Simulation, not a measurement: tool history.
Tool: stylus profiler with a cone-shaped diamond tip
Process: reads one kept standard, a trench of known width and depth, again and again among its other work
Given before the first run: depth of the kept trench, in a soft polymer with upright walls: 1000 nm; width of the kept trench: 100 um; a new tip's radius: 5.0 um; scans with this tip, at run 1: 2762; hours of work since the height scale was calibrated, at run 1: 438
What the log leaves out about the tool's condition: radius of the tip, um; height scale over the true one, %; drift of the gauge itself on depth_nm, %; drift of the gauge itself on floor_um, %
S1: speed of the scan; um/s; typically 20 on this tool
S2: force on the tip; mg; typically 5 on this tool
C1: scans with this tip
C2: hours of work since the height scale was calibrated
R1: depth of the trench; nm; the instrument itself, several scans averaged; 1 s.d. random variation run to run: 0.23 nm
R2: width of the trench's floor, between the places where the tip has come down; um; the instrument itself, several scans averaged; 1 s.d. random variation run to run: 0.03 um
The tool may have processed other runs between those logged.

run	day	S1	S2	C1	C2	R1	R2
1	0	20	5	2762	438	1009.65	93.01
2	0.662	16	5	2808	446	1010.16	92.95
3	2.046	16	5	2904	461	1010.18	92.94
4	2.829	16	5	2958	470	1010.16	92.95
5	4.296	60	5	3060	486	1009.79	92.7
6	5.021	20	5	3110	494	1009.91	92.86
7	5.846	20	5	3167	503	1009.48	92.8
8	6.729	20	5	3229	513	1009.69	92.88
9	7.371	20	5	3273	520	1009.89	92.79
# day 7.504: height scale calibrated on a step standard
10	8.583	20	5	3356	12	1009.28	92.81
11	9.758	20	5	3438	25	1009.3	92.73
12	10.771	20	5	3508	36	1009.25	92.67
13	12.029	20	5	3595	50	1009.64	92.73
# day 12.45: height scale calibrated on a step standard, once more
14	12.654	20	1.82	3637	2	1005.8	92.68
15	14	20	1.82	3731	17	1005.26	92.63
16	14.612	20	9.12	3773	24	1015.91	92.72
17	15.85	20	9.12	3859	37	1016.34	92.69
18	17.146	9	5.08	3949	52	1010.52	92.67
19	17.842	9	5.08	3998	59	1010.57	92.62
20	19.242	14	8.7	4095	75	1015.33	92.57
21	20.1	11	4.3	4154	84	1009.52	92.59
22	21.167	11	4.3	4228	96	1009.2	92.59
23	22.204	36	9.71	4300	108	1017.04	92.5
24	23.271	34	10.71	4375	119	1017.77	92.51
25	23.929	38	12.67	4420	127	1019.78	92.45
26	24.817	6	3.59	4482	136	1008.33	92.48
27	25.429	6	11.91	4524	143	1019.12	92.52
28	26.183	71	6.24	4577	151	1011.75	92.28
29	27.104	71	13.09	4641	162	1020.38	92.3
30	28.538	59	2.1	4740	177	1004.95	92.1
31	29.35	20	4.1	4797	186	1009.09	92.35

4 options for the next run, each taken on its own from the tool as it stands now. Forecast them:
A	30.612	20	5.33	4884	200	?	?
B	30.612	20	11.63	4884	200	?	?
C	30.612	18	8.01	4884	200	?	?
D	30.612	20	3.1	4884	200	?	?

run	R1	R2
A	1010.52	92.39
B	1018.66	92.38
C	1014.04	92.35
D	1007.29	92.3
Stripped of hidden state, with their random variation kept, the same runs would have yielded:
run	R1	R2
A	1011.45	93.97
B	1019.59	93.96
C	1014.97	93.93
D	1008.22	93.88
